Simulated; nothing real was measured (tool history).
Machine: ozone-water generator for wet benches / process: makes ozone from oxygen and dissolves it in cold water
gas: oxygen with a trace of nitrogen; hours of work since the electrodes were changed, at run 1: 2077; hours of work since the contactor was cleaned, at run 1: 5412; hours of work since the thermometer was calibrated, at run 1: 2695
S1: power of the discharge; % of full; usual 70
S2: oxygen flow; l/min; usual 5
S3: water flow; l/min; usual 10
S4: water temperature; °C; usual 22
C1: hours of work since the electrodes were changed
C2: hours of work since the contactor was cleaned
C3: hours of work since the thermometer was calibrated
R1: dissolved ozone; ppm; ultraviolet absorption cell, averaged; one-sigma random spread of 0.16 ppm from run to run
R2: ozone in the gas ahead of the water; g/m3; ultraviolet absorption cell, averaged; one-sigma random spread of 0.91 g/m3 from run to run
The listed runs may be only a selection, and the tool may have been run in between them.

run,day,S1,S2,S3,S4,C1,C2,C3,R1,R2
1,0,70,5,10,22,2077,5412,2695,20.9,153.2
2,2.183,70,5,9,22,2110,5444,2727,22.2,152.3
3,4.288,70,5,9,22,2141,5475,2758,22,153.8
4,6.675,58,5,10,22,2177,5511,2794,19,138.5
5,8.817,58,5,10,22,2209,5543,2826,19.1,136.7
6,12.067,58,5,10,22,2257,5591,2874,18.8,138
7,13.767,58,5,10,22,2282,5617,2900,18.8,137.8
8,16.675,70,5,11,22,2326,5660,2943,19.9,152.5
9,18.542,70,5,10,22,2354,5688,2971,21.2,151.9
10,21.312,70,5,10,22,2395,5729,3012,21.1,153.4
11,23.496,70,5,10,22,2427,5762,3045,20.8,151.8
12,26.004,70,5,14,22,2465,5799,3082,16.9,153.5
13,29.729,70,5,14,22,2520,5855,3138,16.7,153
14,32.379,70,5,14,22,2560,5894,3177,17,153.3
15,34.738,70,5,14,22,2595,5929,3212,17,154.4
16,37.029,70,5,14,22,2629,5963,3246,17.2,152.4
17,38.588,70,5,14,22,2652,5987,3270,17,152.5
18,40.392,70,5,16,17,2679,6014,3297,16.9,153.2
19,42.617,70,5,16,17,2712,6047,3330,16.9,154.5
20,45.871,70,5.12,16,16,2761,6095,3378,16.9,149.9
21,48.233,70,5.12,16,16,2796,6131,3414,17,152
22,50.588,70,5.12,16,16,2831,6166,3449,17,152.4
# day 53.729: water thermometer calibrated
23,54.092,70,7.29,10,22,2883,6218,5,20.8,132.3
24,57.454,70,5,8,29,2933,6268,56,20.4,153.7
25,60.838,93,5,10,23,2984,6318,106,23.8,180.7
26,62.388,81,8.44,6,18,3007,6341,129,30.3,135.5
27,66.05,90,4.37,15,15,3062,6396,184,20.3,185.2
28,67.967,90,4.37,15,18,3090,6424,212,19.5,186.6
29,69.971,90,4.37,15,18,3120,6454,242,19.7,186.6
30,71.925,90,4.37,15,18,3149,6483,271,19.8,186.2

Run 31 is up next; what results do you expect?
31,73.7,41,6.71,10,22,3176,6510,298,?,?

{"run 31": {"R1": 15.2, "R2": 100.3}}
The same run, on a tool lacking any hidden state, would have yielded R1 15.3 ppm, R2 100.3 g/m3.
